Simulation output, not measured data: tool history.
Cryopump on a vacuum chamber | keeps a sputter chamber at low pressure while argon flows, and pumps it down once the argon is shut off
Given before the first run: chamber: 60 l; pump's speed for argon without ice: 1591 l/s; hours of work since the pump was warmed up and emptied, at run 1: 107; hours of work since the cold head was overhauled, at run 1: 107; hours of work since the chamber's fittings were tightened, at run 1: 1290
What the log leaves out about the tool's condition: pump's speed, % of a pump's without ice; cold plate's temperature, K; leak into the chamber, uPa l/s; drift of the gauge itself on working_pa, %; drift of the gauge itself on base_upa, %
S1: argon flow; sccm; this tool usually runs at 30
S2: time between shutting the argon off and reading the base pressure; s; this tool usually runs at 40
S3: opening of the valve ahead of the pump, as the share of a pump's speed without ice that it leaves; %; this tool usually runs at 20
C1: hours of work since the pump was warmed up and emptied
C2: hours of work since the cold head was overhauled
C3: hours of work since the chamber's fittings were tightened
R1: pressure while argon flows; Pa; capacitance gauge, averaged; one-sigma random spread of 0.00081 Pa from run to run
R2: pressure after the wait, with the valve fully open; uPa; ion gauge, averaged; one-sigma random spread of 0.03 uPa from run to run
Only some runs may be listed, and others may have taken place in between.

{"run": 1, "day": 0.0, "S1": 30, "S2": 40, "S3": 20, "C1": 107, "C2": 107, "C3": 1290, "R1": 0.1612, "R2": 2.35}
{"run": 2, "day": 2.129, "S1": 30, "S2": 40, "S3": 20, "C1": 138, "C2": 138, "C3": 1321, "R1": 0.1617, "R2": 2.33}
{"run": 3, "day": 6.429, "S1": 30, "S2": 40, "S3": 20, "C1": 201, "C2": 201, "C3": 1384, "R1": 0.1614, "R2": 2.45}
{"run": 4, "day": 10.442, "S1": 30, "S2": 40, "S3": 20, "C1": 260, "C2": 260, "C3": 1443, "R1": 0.1638, "R2": 2.39}
{"run": 5, "day": 12.817, "S1": 25, "S2": 40, "S3": 20, "C1": 295, "C2": 295, "C3": 1478, "R1": 0.136, "R2": 2.54}
{"day": 13.692, "done": "leaking fittings of the chamber tightened, without venting"}
{"run": 6, "day": 15.358, "S1": 30, "S2": 40, "S3": 19, "C1": 331, "C2": 331, "C3": 24, "R1": 0.1705, "R2": 1.57}
{"run": 7, "day": 18.908, "S1": 30, "S2": 40, "S3": 19, "C1": 383, "C2": 383, "C3": 77, "R1": 0.1722, "R2": 1.58}
{"run": 8, "day": 23.092, "S1": 30, "S2": 40, "S3": 51, "C1": 445, "C2": 445, "C3": 138, "R1": 0.0661, "R2": 1.59}
{"run": 9, "day": 27.388, "S1": 30, "S2": 40, "S3": 51, "C1": 508, "C2": 508, "C3": 201, "R1": 0.0683, "R2": 1.65}
{"run": 10, "day": 31.954, "S1": 20, "S2": 23, "S3": 57, "C1": 575, "C2": 575, "C3": 268, "R1": 0.0418, "R2": 2.69}
{"run": 11, "day": 34.071, "S1": 20, "S2": 23, "S3": 57, "C1": 606, "C2": 606, "C3": 299, "R1": 0.0423, "R2": 2.72}
{"run": 12, "day": 37.738, "S1": 29, "S2": 21, "S3": 23, "C1": 660, "C2": 660, "C3": 353, "R1": 0.1418, "R2": 3.03}
{"run": 13, "day": 41.288, "S1": 30, "S2": 196, "S3": 52, "C1": 712, "C2": 712, "C3": 405, "R1": 0.0697, "R2": 0.86}
{"run": 14, "day": 44.242, "S1": 12, "S2": 196, "S3": 21, "C1": 755, "C2": 755, "C3": 448, "R1": 0.065, "R2": 0.89}
{"run": 15, "day": 47.621, "S1": 24, "S2": 70, "S3": 56, "C1": 805, "C2": 805, "C3": 498, "R1": 0.0538, "R2": 1.39}
{"run": 16, "day": 51.788, "S1": 24, "S2": 70, "S3": 56, "C1": 866, "C2": 866, "C3": 559, "R1": 0.0547, "R2": 1.46}
{"run": 17, "day": 53.846, "S1": 35, "S2": 29, "S3": 27, "C1": 896, "C2": 896, "C3": 589, "R1": 0.1533, "R2": 2.57}
{"run": 18, "day": 56.858, "S1": 35, "S2": 29, "S3": 27, "C1": 940, "C2": 940, "C3": 634, "R1": 0.1542, "R2": 2.59}

Selected run-to-run steps in R1, each split into two signed amounts: the part the tool would show with no hidden state at all (from settings, incoming material and random variation), and the remainder, which goes to the hidden state together with any gauge scatter not common to the measured and the hidden-state-free results:
Run 7 -> 8: S3 19 -> 51. R1 -0.1061 Pa: hidden state +0.0007, all else -0.1068.
Run 13 -> 14: S1 30 -> 12, S3 52 -> 21. R1 -0.0047 Pa: hidden state -0.0051, all else +0.0004.

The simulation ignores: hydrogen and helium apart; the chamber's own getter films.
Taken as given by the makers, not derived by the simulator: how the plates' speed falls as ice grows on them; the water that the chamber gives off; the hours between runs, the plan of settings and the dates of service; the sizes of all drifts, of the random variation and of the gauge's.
